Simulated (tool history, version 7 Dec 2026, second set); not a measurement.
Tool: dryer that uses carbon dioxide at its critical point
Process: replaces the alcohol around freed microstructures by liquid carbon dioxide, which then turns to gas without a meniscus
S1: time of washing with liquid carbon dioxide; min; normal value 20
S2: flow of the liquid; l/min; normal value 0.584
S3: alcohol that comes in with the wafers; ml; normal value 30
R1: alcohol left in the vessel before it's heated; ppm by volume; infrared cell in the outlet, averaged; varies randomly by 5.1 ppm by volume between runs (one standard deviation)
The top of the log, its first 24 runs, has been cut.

| run | hour | S1 | S2 | S3 | R1 |
|---|---|---|---|---|---|
| 25 | 283.3 | 20 | 0.584 | 30 | 95 |
| 26 | 290.7 | 30 | 0.476 | 35 | 57 |
| 27 | 299.8 | 18 | 0.584 | 61 | 281 |
| 28 | 311.8 | 17 | 0.515 | 30 | 309 |
| 29 | 327.4 | 17 | 0.515 | 30 | 326 |
| 30 | 337.7 | 18 | 0.584 | 45 | 225 |
| 31 | 351.2 | 26 | 0.584 | 63 | 67 |
| 32 | 360 | 20 | 0.464 | 30 | 268 |
| 33 | 372 | 12 | 0.81 | 80 | 533 |
| 34 | 383.1 | 13 | 0.992 | 22 | 69 |
| 35 | 391.5 | 14 | 0.469 | 29 | 790 |
| 36 | 405.1 | 31 | 0.583 | 29 | 37 |
| 37 | 413 | 15 | 0.424 | 29 | 925 |
| 38 | 420.8 | 15 | 0.424 | 29 | 916 |
| 39 | 434.2 | 15 | 0.424 | 29 | 919 |
| 40 | 445.5 | 16 | 0.387 | 29 | 1020 |
| 41 | 456.2 | 12 | 0.67 | 30 | 482 |
| 42 | 470.5 | 20 | 0.889 | 61 | 54 |
| 43 | 481.9 | 13 | 0.399 | 30 | 1627 |
| 44 | 492.4 | 13 | 0.399 | 96 | 5236 |
| 45 | 506.2 | 21 | 0.47 | 30 | 247 |
| 46 | 521.8 | 23 | 0.411 | 29 | 289 |

Consider 3 possible next runs. They are alternatives, not a sequence: every one starts from the tool as it was left by run 46. What does each give?
| A | 537.4 | 20 | 0.584 | 116 | ? |
| B | 537.4 | 13 | 0.584 | 30 | ? |
| C | 537.4 | 20 | 0.702 | 30 | ? |

| run | R1 |
|---|---|
| A | 422 |
| B | 624 |
| C | 74 |
Without the tool's hidden state the same runs would have given:
| run | R1 |
|---|---|
| A | 202 |
| B | 387 |
| C | 24 |

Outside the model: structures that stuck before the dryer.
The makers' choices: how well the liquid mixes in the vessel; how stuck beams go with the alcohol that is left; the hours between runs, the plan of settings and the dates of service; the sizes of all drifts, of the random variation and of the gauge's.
